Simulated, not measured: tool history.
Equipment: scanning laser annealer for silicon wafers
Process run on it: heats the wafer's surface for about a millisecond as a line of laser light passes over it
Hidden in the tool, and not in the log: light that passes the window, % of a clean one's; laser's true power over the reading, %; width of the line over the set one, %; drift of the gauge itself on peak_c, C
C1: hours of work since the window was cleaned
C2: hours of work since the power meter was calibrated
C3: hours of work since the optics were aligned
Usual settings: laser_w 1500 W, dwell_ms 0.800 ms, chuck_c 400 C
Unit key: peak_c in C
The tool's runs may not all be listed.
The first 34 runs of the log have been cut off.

run 35 hour=540.4 | laser_w=1312 dwell_ms=0.920 chuck_c=417 | C1=43 C2=627 C3=1223 | peak_c=1127
run 36 hour=550.3 | laser_w=1312 dwell_ms=0.920 chuck_c=417 | C1=51 C2=635 C3=1231 | peak_c=1131
run 37 hour=566.1 | laser_w=1312 dwell_ms=0.920 chuck_c=417 | C1=63 C2=647 C3=1243 | peak_c=1129
run 38 hour=585.7 | laser_w=1531 dwell_ms=0.920 chuck_c=364 | C1=79 C2=663 C3=1259 | peak_c=1212
run 39 hour=602.1 | laser_w=1531 dwell_ms=0.920 chuck_c=364 | C1=92 C2=676 C3=1272 | peak_c=1207
run 40 hour=617.4 | laser_w=1621 dwell_ms=0.615 chuck_c=368 | C1=104 C2=688 C3=1284 | peak_c=1095
run 41 hour=632.5 | laser_w=1621 dwell_ms=0.615 chuck_c=368 | C1=116 C2=700 C3=1296 | peak_c=1093
run 42 hour=642.9 | laser_w=1319 dwell_ms=0.748 chuck_c=425 | C1=124 C2=708 C3=1304 | peak_c=1057

Branching from run 42: 3 alternative next runs. What would each branch give?
run A hour=658.9 | laser_w=1319 dwell_ms=0.578 chuck_c=425 | C1=137 C2=721 C3=1317 | peak_c=?
run B hour=658.9 | laser_w=1439 dwell_ms=0.958 chuck_c=418 | C1=137 C2=721 C3=1317 | peak_c=?
run C hour=658.9 | laser_w=1625 dwell_ms=0.748 chuck_c=409 | C1=137 C2=721 C3=1317 | peak_c=?

run=A peak_c=974
run=B peak_c=1214
run=C peak_c=1216
Without the tool's unlogged condition, the same runs would have read:
run=A peak_c=995
run=B peak_c=1246
run=C peak_c=1248
